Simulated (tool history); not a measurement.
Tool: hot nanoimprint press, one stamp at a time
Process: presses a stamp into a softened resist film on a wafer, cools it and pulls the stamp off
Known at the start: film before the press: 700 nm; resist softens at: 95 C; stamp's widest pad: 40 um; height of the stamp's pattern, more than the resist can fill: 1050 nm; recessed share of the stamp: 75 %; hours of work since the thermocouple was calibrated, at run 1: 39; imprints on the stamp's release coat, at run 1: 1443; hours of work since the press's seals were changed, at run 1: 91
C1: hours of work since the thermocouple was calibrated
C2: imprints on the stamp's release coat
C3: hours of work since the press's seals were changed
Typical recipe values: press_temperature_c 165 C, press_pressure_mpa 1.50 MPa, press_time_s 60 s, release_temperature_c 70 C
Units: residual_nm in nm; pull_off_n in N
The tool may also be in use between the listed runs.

run 1 day=0.000 | press_temperature_c=165 press_pressure_mpa=1.50 press_time_s=60 release_temperature_c=70 | C1=39 C2=1443 C3=91 | residual_nm=307.5 pull_off_n=303
run 2 day=0.471 | press_temperature_c=165 press_pressure_mpa=1.50 press_time_s=60 release_temperature_c=66 | C1=46 C2=1496 C3=98 | residual_nm=308.6 pull_off_n=334
run 3 day=0.912 | press_temperature_c=165 press_pressure_mpa=1.13 press_time_s=60 release_temperature_c=66 | C1=52 C2=1546 C3=104 | residual_nm=346.7 pull_off_n=349
run 4 day=1.429 | press_temperature_c=165 press_pressure_mpa=1.25 press_time_s=60 release_temperature_c=70 | C1=60 C2=1605 C3=112 | residual_nm=333.5 pull_off_n=312
run 5 day=1.704 | press_temperature_c=165 press_pressure_mpa=1.49 press_time_s=60 release_temperature_c=70 | C1=64 C2=1636 C3=116 | residual_nm=310.3 pull_off_n=310
-- day=1.875 plate thermocouple calibrated
run 6 day=2.296 | press_temperature_c=165 press_pressure_mpa=1.50 press_time_s=60 release_temperature_c=70 | C1=6 C2=1689 C3=122 | residual_nm=310.5 pull_off_n=324
-- day=2.779 plate thermocouple calibrated, once more
run 7 day=2.846 | press_temperature_c=165 press_pressure_mpa=1.50 press_time_s=60 release_temperature_c=70 | C1=1 C2=1737 C3=128 | residual_nm=309.8 pull_off_n=315
run 8 day=3.342 | press_temperature_c=165 press_pressure_mpa=1.50 press_time_s=60 release_temperature_c=70 | C1=8 C2=1793 C3=135 | residual_nm=311.2 pull_off_n=332
run 9 day=3.679 | press_temperature_c=170 press_pressure_mpa=1.50 press_time_s=106 release_temperature_c=70 | C1=13 C2=1832 C3=140 | residual_nm=182.6 pull_off_n=309
run 10 day=4.212 | press_temperature_c=169 press_pressure_mpa=1.50 press_time_s=60 release_temperature_c=70 | C1=21 C2=1892 C3=148 | residual_nm=248.2 pull_off_n=329
run 11 day=4.625 | press_temperature_c=161 press_pressure_mpa=1.11 press_time_s=66 release_temperature_c=70 | C1=27 C2=1939 C3=154 | residual_nm=417.3 pull_off_n=327
run 12 day=4.883 | press_temperature_c=164 press_pressure_mpa=1.14 press_time_s=60 release_temperature_c=70 | C1=30 C2=1968 C3=158 | residual_nm=367.1 pull_off_n=335
run 13 day=5.362 | press_temperature_c=163 press_pressure_mpa=1.61 press_time_s=60 release_temperature_c=70 | C1=37 C2=2022 C3=165 | residual_nm=337.6 pull_off_n=332
run 14 day=5.746 | press_temperature_c=175 press_pressure_mpa=1.50 press_time_s=60 release_temperature_c=70 | C1=43 C2=2066 C3=170 | residual_nm=180.0 pull_off_n=334
run 15 day=6.150 | press_temperature_c=175 press_pressure_mpa=1.50 press_time_s=60 release_temperature_c=70 | C1=49 C2=2112 C3=176 | residual_nm=179.3 pull_off_n=323
run 16 day=6.462 | press_temperature_c=156 press_pressure_mpa=1.50 press_time_s=76 release_temperature_c=70 | C1=53 C2=2147 C3=180 | residual_nm=456.2 pull_off_n=328

3 options for the next run, each taken on its own from the tool as it stands now. Forecast them:
-- day=6.762 stamp cleaned and given a new release coat
run A day=6.992 | press_temperature_c=154 press_pressure_mpa=1.50 press_time_s=94 release_temperature_c=55 | C1=57 C2=26 C3=184 | residual_nm=? pull_off_n=?
-- day=6.762 stamp cleaned and given a new release coat
run B day=6.992 | press_temperature_c=177 press_pressure_mpa=1.83 press_time_s=53 release_temperature_c=70 | C1=57 C2=26 C3=184 | residual_nm=? pull_off_n=?
-- day=6.762 stamp cleaned and given a new release coat
run C day=6.992 | press_temperature_c=164 press_pressure_mpa=1.31 press_time_s=76 release_temperature_c=70 | C1=57 C2=26 C3=184 | residual_nm=? pull_off_n=?

run=A residual_nm=470.9 pull_off_n=310
run=B residual_nm=155.0 pull_off_n=220
run=C residual_nm=320.4 pull_off_n=233
With no hidden state in the tool, these same runs would have given:
run=A residual_nm=463.8 pull_off_n=307
run=B residual_nm=152.0 pull_off_n=217
run=C residual_nm=314.6 pull_off_n=230
